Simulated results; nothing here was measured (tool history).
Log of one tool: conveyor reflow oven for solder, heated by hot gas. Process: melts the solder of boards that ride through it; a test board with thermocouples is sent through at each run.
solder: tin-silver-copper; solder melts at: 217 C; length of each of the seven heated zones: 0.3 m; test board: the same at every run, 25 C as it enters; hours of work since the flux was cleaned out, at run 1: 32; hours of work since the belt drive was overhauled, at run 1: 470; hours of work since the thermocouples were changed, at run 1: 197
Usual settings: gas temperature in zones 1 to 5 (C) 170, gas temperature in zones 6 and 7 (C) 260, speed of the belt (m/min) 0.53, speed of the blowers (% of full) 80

run    hour  gas temperature in zones 1 to 5 (C)  gas temperature in zones 6 and 7 (C)  speed of the belt (m/min)  speed of the blowers (% of full)  hours of work since the flux was cleaned out  hours of work since the belt drive was overhauled  hours of work since the thermocouples were changed  highest temperature of the board (C)  time above the solder's melting point (s)
  1       0                                  170                                   260                       0.53                                80                                            32                                                470                                                 197                                 248.2                                       48.7
  2    50.2                                  170                                   260                       0.53                                80                                            63                                                501                                                 228                                   248                                       48.4
  3    82.5                                  170                                   260                       0.53                                80                                            83                                                520                                                 248                                 248.5                                       48.4
  4   110.5                                  170                                   260                       0.53                                80                                           100                                                538                                                 265                                 247.3                                       48.6
  5     134                                  170                                   260                       0.53                                75                                           115                                                552                                                 280                                 247.3                                       47.4
  6     173                                  170                                   260                       0.53                                80                                           139                                                576                                                 304                                 248.1                                       48.2
  7   208.1                                  170                                   260                       0.53                                80                                           160                                                598                                                 326                                 247.2                                       48.1
  8   257.3                                  170                                   260                       0.53                                80                                           191                                                628                                                 356                                 247.8                                       48.5
  9   281.5                                  170                                   260                       0.53                                80                                           206                                                643                                                 371                                 247.6                                       47.8
 10   333.3                                  170                                   260                       0.53                                80                                           238                                                675                                                 403                                 247.6                                       47.6
 11   365.2                                  170                                   260                       0.53                                80                                           257                                                695                                                 423                                 247.1                                       46.7
 12   420.5                                  170                                   260                       0.53                                80                                           292                                                729                                                 457                                 247.4                                       47.3
 13   456.9                                  157                                   260                       0.53                                80                                           314                                                752                                                 479                                 245.2                                       42.3
 14   499.2                                  170                                   260                      0.472                                80                                           340                                                778                                                 505                                 250.6                                       56.7
      540.5  -- belt drive overhauled, speed set with a stopwatch
 15   549.1                                  170                                   260                      0.472                                80                                           369                                                  5                                                 534                                 249.7                                       54.9
      578.9  -- flux residue cleaned out of gas plates and filters
 16   607.3                                  170                                   260                      0.561                                80                                            18                                                 38                                                 567                                 248.4                                       44.8
 17   651.1                                  170                                   260                      0.561                                80                                            45                                                 65                                                 594                                 247.8                                       44.7
 18     701                                  170                                   260                      0.561                                80                                            75                                                 96                                                 624                                 247.9                                       44.2
 19   729.7                                  170                                   260                       0.53                                50                                            93                                                114                                                 642                                 242.2                                       40.3
 20   760.4                                  170                                   266                      0.505                                50                                           112                                                133                                                 661                                 249.2                                       49.3
 21   803.3                                  170                                   266                      0.505                                50                                           139                                                159                                                 688                                 248.7                                       49.2
 22   848.2                                  170                                   266                      0.505                                50                                           166                                                187                                                 715                                 248.7                                       49.4
 23   890.5                                  170                                   266                      0.505                                53                                           192                                                213                                                 741                                 249.3                                       49.4
 24   935.6                                  170                                   249                      0.445                                53                                           220                                                241                                                 769                                 238.7                                       47.7
 25   982.1                                  162                                   272                      0.563                                68                                           249                                                270                                                 798                                 253.2                                       44.4
 26  1038.4                                  171                                   264                      0.582                                79                                           284                                                304                                                 833                                 249.1                                       42.9
 27  1062.7                                  162                                   263                      0.552                                53                                           299                                                319                                                 848                                   242                                       35.7
 28  1119.4                                  162                                   263                      0.552                                53                                           334                                                354                                                 883                                 240.9                                       35.4
 29  1153.7                                  162                                   253                      0.552                                60                                           355                                                376                                                 904                                   235                                       29.4
 30  1196.6                                  163                                   267                       0.49                                60                                           381                                                402                                                 931                                 251.3                                       51.5
     1206.6  -- flux residue cleaned out of gas plates and filters
 31  1234.1                                  170                                   263                       0.53                                80                                            17                                                422                                                 951                                 253.7                                       52.3

3 ways to go on from here, each from the tool as it stands after run 31. What would each give?
  A  1282.9                                  170                                   263                      0.567                                68                                            47                                                452                                                 981                                     ?                                          ?
  B  1282.9                                  170                                   265                       0.53                                80                                            47                                                452                                                 981                                     ?                                          ?
  C  1282.9                                  172                                   263                       0.53                                80                                            47                                                452                                                 981                                     ?                                          ?

run  highest temperature of the board (C)  time above the solder's melting point (s)
  A                                 248.7                                         45
  B                                 255.6                                       53.1
  C                                 253.8                                         52
Without the tool's hidden state the same runs would have given:
run  highest temperature of the board (C)  time above the solder's melting point (s)
  A                                   246                                       42.8
  B                                 252.8                                       51.1
  C                                   251                                       49.9
